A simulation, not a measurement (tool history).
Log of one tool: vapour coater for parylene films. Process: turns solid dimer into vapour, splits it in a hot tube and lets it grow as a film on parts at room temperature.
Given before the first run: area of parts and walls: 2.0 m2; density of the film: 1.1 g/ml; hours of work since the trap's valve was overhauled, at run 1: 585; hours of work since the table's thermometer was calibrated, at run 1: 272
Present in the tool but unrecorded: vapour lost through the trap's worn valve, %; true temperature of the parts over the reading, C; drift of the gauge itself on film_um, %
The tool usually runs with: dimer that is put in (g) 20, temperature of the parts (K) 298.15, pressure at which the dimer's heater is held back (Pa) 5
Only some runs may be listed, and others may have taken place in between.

| run | day | dimer that is put in (g) | temperature of the parts (K) | pressure at which the dimer's heater is held back (Pa) | hours of work since the trap's valve was overhauled | hours of work since the table's thermometer was calibrated | thickness of the film (nm) |
|---|---|---|---|---|---|---|---|
| 1 | 0 | 20 | 298.15 | 5 | 585 | 272 | 6560 |
| 2 | 0.712 | 20 | 298.15 | 5 | 593 | 280 | 6580 |
| 3 | 1.492 | 20 | 298.15 | 5 | 602 | 289 | 6580 |
| 4 | 2.483 | 20 | 298.15 | 5 | 613 | 301 | 6520 |
| 5 | 3.321 | 20 | 298.15 | 5 | 623 | 310 | 6500 |
| 6 | 4.304 | 20 | 298.15 | 5 | 634 | 321 | 6530 |
| 7 | 5.004 | 20 | 298.15 | 2.08 | 642 | 329 | 6970 |
| 8 | 5.642 | 20 | 298.15 | 2.08 | 649 | 337 | 6910 |
| 9 | 6.646 | 20 | 298.15 | 2.08 | 661 | 348 | 6930 |
| 10 | 7.138 | 20 | 298.15 | 2.08 | 666 | 354 | 6950 |
| 11 | 7.833 | 11 | 298.15 | 5 | 674 | 362 | 3590 |
| 12 | 8.354 | 27 | 298.15 | 7.56 | 680 | 367 | 8510 |
|  | 8.742 | trap's valve overhauled |
| 13 | 9.279 | 27 | 293.15 | 7.51 | 6 | 376 | 10370 |
| 14 | 10.108 | 20 | 299.15 | 3.01 | 16 | 386 | 7040 |
| 15 | 10.642 | 20 | 299.15 | 3.01 | 22 | 392 | 6990 |
| 16 | 11.354 | 20 | 299.15 | 3.01 | 30 | 400 | 6980 |
| 17 | 12.162 | 20 | 299.15 | 3.01 | 39 | 409 | 7050 |

What if the next run were any one of these 3? Each begins from the tool's condition after run 17:
| A | 12.654 | 20 | 296.15 | 5 | 45 | 415 | ? |
| B | 12.654 | 15 | 297.15 | 2.71 | 45 | 415 | ? |
| C | 12.654 | 29 | 298.15 | 7.18 | 45 | 415 | ? |

| run | thickness of the film (nm) |
|---|---|
| A | 7320 |
| B | 5590 |
| C | 9790 |
Without the tool's hidden state the same runs would have given:
| run | thickness of the film (nm) |
|---|---|
| A | 7380 |
| B | 5640 |
| C | 9880 |
